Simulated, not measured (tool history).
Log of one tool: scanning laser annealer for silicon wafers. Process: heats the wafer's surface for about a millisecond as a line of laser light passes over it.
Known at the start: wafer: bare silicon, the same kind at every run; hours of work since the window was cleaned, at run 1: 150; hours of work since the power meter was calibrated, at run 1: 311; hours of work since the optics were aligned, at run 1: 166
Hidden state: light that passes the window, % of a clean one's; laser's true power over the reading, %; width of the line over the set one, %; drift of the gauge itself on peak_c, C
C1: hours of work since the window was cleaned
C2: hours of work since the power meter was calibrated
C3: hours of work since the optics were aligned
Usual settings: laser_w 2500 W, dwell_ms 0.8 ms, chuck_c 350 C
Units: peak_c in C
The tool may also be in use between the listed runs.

{"run": 1, "hour": 0.0, "laser_w": 2500, "dwell_ms": 0.8, "chuck_c": 350, "C1": 150, "C2": 311, "C3": 166, "peak_c": 1112}
{"run": 2, "hour": 18.4, "laser_w": 2233, "dwell_ms": 0.8, "chuck_c": 350, "C1": 159, "C2": 321, "C3": 176, "peak_c": 1008}
{"run": 3, "hour": 27.4, "laser_w": 2233, "dwell_ms": 0.8, "chuck_c": 350, "C1": 164, "C2": 326, "C3": 180, "peak_c": 1006}
{"run": 4, "hour": 37.0, "laser_w": 2233, "dwell_ms": 0.8, "chuck_c": 350, "C1": 169, "C2": 331, "C3": 185, "peak_c": 1007}
{"run": 5, "hour": 55.1, "laser_w": 2233, "dwell_ms": 0.8, "chuck_c": 350, "C1": 178, "C2": 340, "C3": 195, "peak_c": 1009}
{"run": 6, "hour": 70.5, "laser_w": 2500, "dwell_ms": 0.671, "chuck_c": 350, "C1": 186, "C2": 348, "C3": 203, "peak_c": 1056}
{"run": 7, "hour": 81.1, "laser_w": 2500, "dwell_ms": 0.671, "chuck_c": 350, "C1": 192, "C2": 354, "C3": 208, "peak_c": 1056}
{"run": 8, "hour": 96.0, "laser_w": 2500, "dwell_ms": 0.8, "chuck_c": 350, "C1": 200, "C2": 361, "C3": 216, "peak_c": 1111}
{"run": 9, "hour": 109.6, "laser_w": 2500, "dwell_ms": 0.8, "chuck_c": 350, "C1": 207, "C2": 368, "C3": 223, "peak_c": 1109}
{"run": 10, "hour": 122.1, "laser_w": 2500, "dwell_ms": 0.8, "chuck_c": 350, "C1": 213, "C2": 375, "C3": 230, "peak_c": 1113}
{"run": 11, "hour": 134.9, "laser_w": 2500, "dwell_ms": 0.914, "chuck_c": 350, "C1": 220, "C2": 382, "C3": 237, "peak_c": 1154}
{"run": 12, "hour": 144.7, "laser_w": 2500, "dwell_ms": 0.725, "chuck_c": 350, "C1": 225, "C2": 387, "C3": 242, "peak_c": 1077}
{"run": 13, "hour": 154.0, "laser_w": 2500, "dwell_ms": 0.949, "chuck_c": 350, "C1": 230, "C2": 392, "C3": 247, "peak_c": 1172}
{"run": 14, "hour": 162.6, "laser_w": 2500, "dwell_ms": 0.8, "chuck_c": 350, "C1": 235, "C2": 396, "C3": 251, "peak_c": 1108}
{"run": 15, "hour": 180.2, "laser_w": 2500, "dwell_ms": 0.8, "chuck_c": 350, "C1": 244, "C2": 405, "C3": 260, "peak_c": 1109}
{"run": 16, "hour": 193.6, "laser_w": 2500, "dwell_ms": 0.8, "chuck_c": 350, "C1": 251, "C2": 412, "C3": 267, "peak_c": 1112}
{"run": 17, "hour": 210.9, "laser_w": 2356, "dwell_ms": 0.8, "chuck_c": 350, "C1": 260, "C2": 421, "C3": 276, "peak_c": 1057}
{"run": 18, "hour": 223.7, "laser_w": 2356, "dwell_ms": 0.8, "chuck_c": 350, "C1": 266, "C2": 428, "C3": 283, "peak_c": 1055}
{"run": 19, "hour": 237.9, "laser_w": 2500, "dwell_ms": 0.8, "chuck_c": 361, "C1": 274, "C2": 435, "C3": 290, "peak_c": 1120}
{"run": 20, "hour": 246.2, "laser_w": 2500, "dwell_ms": 0.8, "chuck_c": 361, "C1": 278, "C2": 440, "C3": 295, "peak_c": 1122}
{"run": 21, "hour": 257.3, "laser_w": 2500, "dwell_ms": 0.8, "chuck_c": 361, "C1": 284, "C2": 446, "C3": 300, "peak_c": 1122}
{"run": 22, "hour": 267.9, "laser_w": 2500, "dwell_ms": 0.8, "chuck_c": 361, "C1": 289, "C2": 451, "C3": 306, "peak_c": 1120}
{"run": 23, "hour": 283.6, "laser_w": 2350, "dwell_ms": 0.832, "chuck_c": 350, "C1": 298, "C2": 459, "C3": 314, "peak_c": 1066}
{"run": 24, "hour": 294.0, "laser_w": 2350, "dwell_ms": 0.832, "chuck_c": 350, "C1": 303, "C2": 465, "C3": 320, "peak_c": 1067}
{"run": 25, "hour": 311.1, "laser_w": 2350, "dwell_ms": 0.832, "chuck_c": 350, "C1": 312, "C2": 474, "C3": 328, "peak_c": 1067}
{"run": 26, "hour": 329.0, "laser_w": 2648, "dwell_ms": 0.8, "chuck_c": 347, "C1": 321, "C2": 483, "C3": 338, "peak_c": 1168}
{"run": 27, "hour": 346.0, "laser_w": 2500, "dwell_ms": 0.664, "chuck_c": 350, "C1": 330, "C2": 492, "C3": 347, "peak_c": 1051}
{"run": 28, "hour": 359.0, "laser_w": 2500, "dwell_ms": 0.745, "chuck_c": 380, "C1": 337, "C2": 499, "C3": 353, "peak_c": 1116}
{"run": 29, "hour": 367.5, "laser_w": 2500, "dwell_ms": 0.774, "chuck_c": 380, "C1": 341, "C2": 503, "C3": 358, "peak_c": 1131}
{"run": 30, "hour": 378.3, "laser_w": 2500, "dwell_ms": 0.774, "chuck_c": 380, "C1": 347, "C2": 509, "C3": 364, "peak_c": 1131}
{"run": 31, "hour": 396.4, "laser_w": 2307, "dwell_ms": 0.8, "chuck_c": 364, "C1": 356, "C2": 518, "C3": 373, "peak_c": 1049}
{"run": 32, "hour": 410.0, "laser_w": 2618, "dwell_ms": 0.636, "chuck_c": 321, "C1": 364, "C2": 525, "C3": 380, "peak_c": 1052}
{"run": 33, "hour": 420.0, "laser_w": 2500, "dwell_ms": 0.93, "chuck_c": 350, "C1": 369, "C2": 530, "C3": 385, "peak_c": 1163}
{"run": 34, "hour": 432.6, "laser_w": 2597, "dwell_ms": 0.611, "chuck_c": 350, "C1": 375, "C2": 537, "C3": 392, "peak_c": 1062}
{"run": 35, "hour": 448.1, "laser_w": 2473, "dwell_ms": 0.8, "chuck_c": 350, "C1": 383, "C2": 545, "C3": 400, "peak_c": 1105}
{"run": 36, "hour": 462.1, "laser_w": 2476, "dwell_ms": 0.673, "chuck_c": 350, "C1": 391, "C2": 552, "C3": 407, "peak_c": 1045}
{"run": 37, "hour": 481.4, "laser_w": 2476, "dwell_ms": 0.815, "chuck_c": 323, "C1": 401, "C2": 562, "C3": 417, "peak_c": 1077}
{"run": 38, "hour": 498.6, "laser_w": 2500, "dwell_ms": 0.608, "chuck_c": 350, "C1": 410, "C2": 571, "C3": 426, "peak_c": 1025}
{"run": 39, "hour": 509.2, "laser_w": 2500, "dwell_ms": 0.608, "chuck_c": 350, "C1": 415, "C2": 577, "C3": 432, "peak_c": 1026}
{"run": 40, "hour": 522.8, "laser_w": 2361, "dwell_ms": 0.813, "chuck_c": 363, "C1": 422, "C2": 584, "C3": 439, "peak_c": 1075}
{"run": 41, "hour": 536.4, "laser_w": 2557, "dwell_ms": 0.705, "chuck_c": 350, "C1": 430, "C2": 591, "C3": 446, "peak_c": 1092}

Forecast each of these 4 alternatives for the next run:
{"run": "A", "hour": 554.9, "laser_w": 2406, "dwell_ms": 0.757, "chuck_c": 339, "C1": 439, "C2": 601, "C3": 456, "peak_c": "?"}
{"run": "B", "hour": 554.9, "laser_w": 2749, "dwell_ms": 0.81, "chuck_c": 361, "C1": 439, "C2": 601, "C3": 456, "peak_c": "?"}
{"run": "C", "hour": 554.9, "laser_w": 2681, "dwell_ms": 0.708, "chuck_c": 353, "C1": 439, "C2": 601, "C3": 456, "peak_c": "?"}
{"run": "D", "hour": 554.9, "laser_w": 2471, "dwell_ms": 0.8, "chuck_c": 350, "C1": 439, "C2": 601, "C3": 456, "peak_c": "?"}

run=A peak_c=1045
run=B peak_c=1228
run=C peak_c=1138
run=D peak_c=1101
Without the tool's hidden state the same runs would have given:
run=A peak_c=1046
run=B peak_c=1228
run=C peak_c=1138
run=D peak_c=1101
